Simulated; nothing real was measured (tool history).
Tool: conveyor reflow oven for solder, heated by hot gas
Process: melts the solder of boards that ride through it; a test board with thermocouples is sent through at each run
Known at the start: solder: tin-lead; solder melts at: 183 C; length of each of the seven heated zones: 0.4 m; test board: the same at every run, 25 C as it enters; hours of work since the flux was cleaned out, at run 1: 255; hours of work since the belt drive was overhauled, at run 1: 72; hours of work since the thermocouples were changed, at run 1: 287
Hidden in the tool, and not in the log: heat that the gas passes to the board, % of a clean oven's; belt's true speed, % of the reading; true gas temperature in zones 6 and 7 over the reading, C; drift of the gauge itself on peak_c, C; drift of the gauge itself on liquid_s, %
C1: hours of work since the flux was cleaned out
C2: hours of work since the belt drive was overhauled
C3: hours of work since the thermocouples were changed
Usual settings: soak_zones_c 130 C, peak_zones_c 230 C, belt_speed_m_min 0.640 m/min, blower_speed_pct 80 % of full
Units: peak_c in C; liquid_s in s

{"run": 1, "hour": 0.0, "soak_zones_c": 130, "peak_zones_c": 230, "belt_speed_m_min": 0.64, "blower_speed_pct": 80, "C1": 255, "C2": 72, "C3": 287, "peak_c": 207.7, "liquid_s": 43.8}
{"run": 2, "hour": 10.0, "soak_zones_c": 129, "peak_zones_c": 230, "belt_speed_m_min": 0.64, "blower_speed_pct": 80, "C1": 259, "C2": 76, "C3": 292, "peak_c": 207.4, "liquid_s": 43.3}
{"run": 3, "hour": 19.0, "soak_zones_c": 129, "peak_zones_c": 230, "belt_speed_m_min": 0.64, "blower_speed_pct": 80, "C1": 263, "C2": 80, "C3": 295, "peak_c": 207.4, "liquid_s": 43.5}
{"run": 4, "hour": 24.2, "soak_zones_c": 129, "peak_zones_c": 230, "belt_speed_m_min": 0.64, "blower_speed_pct": 80, "C1": 265, "C2": 82, "C3": 298, "peak_c": 207.6, "liquid_s": 43.3}
{"run": 5, "hour": 31.7, "soak_zones_c": 129, "peak_zones_c": 230, "belt_speed_m_min": 0.64, "blower_speed_pct": 81, "C1": 268, "C2": 86, "C3": 301, "peak_c": 207.7, "liquid_s": 44.1}
{"run": 6, "hour": 39.9, "soak_zones_c": 129, "peak_zones_c": 230, "belt_speed_m_min": 0.64, "blower_speed_pct": 81, "C1": 272, "C2": 89, "C3": 304, "peak_c": 207.8, "liquid_s": 43.7}
{"run": 7, "hour": 50.3, "soak_zones_c": 129, "peak_zones_c": 230, "belt_speed_m_min": 0.64, "blower_speed_pct": 81, "C1": 276, "C2": 94, "C3": 309, "peak_c": 207.8, "liquid_s": 43.7}
{"run": 8, "hour": 57.5, "soak_zones_c": 129, "peak_zones_c": 230, "belt_speed_m_min": 0.64, "blower_speed_pct": 81, "C1": 279, "C2": 97, "C3": 312, "peak_c": 207.7, "liquid_s": 43.6}
{"run": 9, "hour": 66.3, "soak_zones_c": 129, "peak_zones_c": 230, "belt_speed_m_min": 0.64, "blower_speed_pct": 81, "C1": 283, "C2": 100, "C3": 316, "peak_c": 207.8, "liquid_s": 43.4}
{"run": 10, "hour": 77.8, "soak_zones_c": 129, "peak_zones_c": 230, "belt_speed_m_min": 0.64, "blower_speed_pct": 51, "C1": 288, "C2": 105, "C3": 320, "peak_c": 194.7, "liquid_s": 23.9}
{"run": 11, "hour": 84.2, "soak_zones_c": 133, "peak_zones_c": 224, "belt_speed_m_min": 0.752, "blower_speed_pct": 78, "C1": 290, "C2": 108, "C3": 323, "peak_c": 196.7, "liquid_s": 24.6}
{"hour": 98.0, "done": "flux residue cleaned out of gas plates and filters"}
{"run": 12, "hour": 99.9, "soak_zones_c": 130, "peak_zones_c": 227, "belt_speed_m_min": 0.615, "blower_speed_pct": 80, "C1": 1, "C2": 113, "C3": 328, "peak_c": 208.8, "liquid_s": 47.8}
{"run": 13, "hour": 110.4, "soak_zones_c": 130, "peak_zones_c": 227, "belt_speed_m_min": 0.615, "blower_speed_pct": 80, "C1": 5, "C2": 117, "C3": 332, "peak_c": 208.7, "liquid_s": 48.0}
{"run": 14, "hour": 121.9, "soak_zones_c": 128, "peak_zones_c": 230, "belt_speed_m_min": 0.536, "blower_speed_pct": 80, "C1": 10, "C2": 122, "C3": 337, "peak_c": 215.2, "liquid_s": 62.4}
{"run": 15, "hour": 131.0, "soak_zones_c": 128, "peak_zones_c": 219, "belt_speed_m_min": 0.536, "blower_speed_pct": 66, "C1": 14, "C2": 126, "C3": 341, "peak_c": 201.5, "liquid_s": 44.8}
{"run": 16, "hour": 136.3, "soak_zones_c": 128, "peak_zones_c": 219, "belt_speed_m_min": 0.536, "blower_speed_pct": 66, "C1": 16, "C2": 128, "C3": 343, "peak_c": 201.8, "liquid_s": 45.0}
{"run": 17, "hour": 144.6, "soak_zones_c": 128, "peak_zones_c": 219, "belt_speed_m_min": 0.536, "blower_speed_pct": 66, "C1": 20, "C2": 132, "C3": 347, "peak_c": 201.4, "liquid_s": 45.0}
{"run": 18, "hour": 155.9, "soak_zones_c": 128, "peak_zones_c": 219, "belt_speed_m_min": 0.536, "blower_speed_pct": 57, "C1": 25, "C2": 136, "C3": 352, "peak_c": 198.2, "liquid_s": 38.0}

Forecast each of these 4 alternatives for the next run:
{"run": "A", "hour": 165.8, "soak_zones_c": 130, "peak_zones_c": 223, "belt_speed_m_min": 0.542, "blower_speed_pct": 77, "C1": 29, "C2": 141, "C3": 356, "peak_c": "?", "liquid_s": "?"}
{"run": "B", "hour": 165.8, "soak_zones_c": 128, "peak_zones_c": 219, "belt_speed_m_min": 0.536, "blower_speed_pct": 57, "C1": 29, "C2": 141, "C3": 356, "peak_c": "?", "liquid_s": "?"}
{"run": "C", "hour": 165.8, "soak_zones_c": 130, "peak_zones_c": 230, "belt_speed_m_min": 0.64, "blower_speed_pct": 77, "C1": 29, "C2": 141, "C3": 356, "peak_c": "?", "liquid_s": "?"}
{"run": "D", "hour": 165.8, "soak_zones_c": 137, "peak_zones_c": 230, "belt_speed_m_min": 0.614, "blower_speed_pct": 80, "C1": 29, "C2": 141, "C3": 356, "peak_c": "?", "liquid_s": "?"}

run=A peak_c=208.4 liquid_s=55.0
run=B peak_c=198.4 liquid_s=38.0
run=C peak_c=208.6 liquid_s=45.3
run=D peak_c=212.5 liquid_s=54.0
Without the tool's hidden state the same runs would have given:
run=A peak_c=208.3 liquid_s=54.7
run=B peak_c=198.2 liquid_s=37.6
run=C peak_c=208.5 liquid_s=45.1
run=D peak_c=212.4 liquid_s=53.7

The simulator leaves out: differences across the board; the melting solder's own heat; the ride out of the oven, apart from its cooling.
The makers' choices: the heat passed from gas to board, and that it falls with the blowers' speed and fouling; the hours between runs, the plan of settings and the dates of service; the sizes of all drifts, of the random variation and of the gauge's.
